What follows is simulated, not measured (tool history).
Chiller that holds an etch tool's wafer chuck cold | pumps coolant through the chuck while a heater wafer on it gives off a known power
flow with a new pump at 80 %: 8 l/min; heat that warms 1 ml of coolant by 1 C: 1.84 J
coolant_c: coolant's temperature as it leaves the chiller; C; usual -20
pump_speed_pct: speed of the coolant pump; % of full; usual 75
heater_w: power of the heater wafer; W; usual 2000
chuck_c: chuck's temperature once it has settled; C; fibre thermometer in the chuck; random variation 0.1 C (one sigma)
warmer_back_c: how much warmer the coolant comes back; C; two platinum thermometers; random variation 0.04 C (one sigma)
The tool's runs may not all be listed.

run	hour	coolant_c	pump_speed_pct	heater_w	chuck_c	warmer_back_c
1	0	-20	75	2000	3.3	8.91
2	54.2	-20	75	2000	3.3	8.89
3	78.4	-20	75	2000	3.3	8.85
4	134.9	-20	75	2000	3.3	8.92
5	183	-20	75	2000	3.2	8.88
6	210.6	-20	75	2000	3.4	8.91
7	252	-20	75	2000	3.3	8.87
8	287.5	-26	75	2000	-2.5	8.85
9	313	-26	75	2000	-2.6	8.86
10	337.5	-26	75	2000	-2.4	8.91
11	387.4	-26	75	2000	-2.6	8.9
12	440.1	-26	75	2000	-2.6	8.94
13	496.6	-26	96	2000	-6.5	6.81
14	543.8	-20	77	2000	2.8	8.59
15	577.2	-20	75	2854	13.7	12.64
16	606.4	-20	75	2854	13.7	12.65
17	650.8	-10	74	1023	2.2	4.62
18	683.5	-10	71	1705	11	8.06
19	720.9	-10	71	1705	11	7.99
20	763.5	-10	71	1705	11.1	8.08
21	816.4	-29	84	1385	-14	5.49
22	852.4	-25	75	2768	7.7	12.32

Forecast run 23:
23	907.8	-19	97	1795	?	?

chuck_c: -1.6 C
warmer_back_c: 6.11 C
Without the tool's hidden state the same run would have given chuck_c -2.8 C, warmer_back_c 5.98 C.
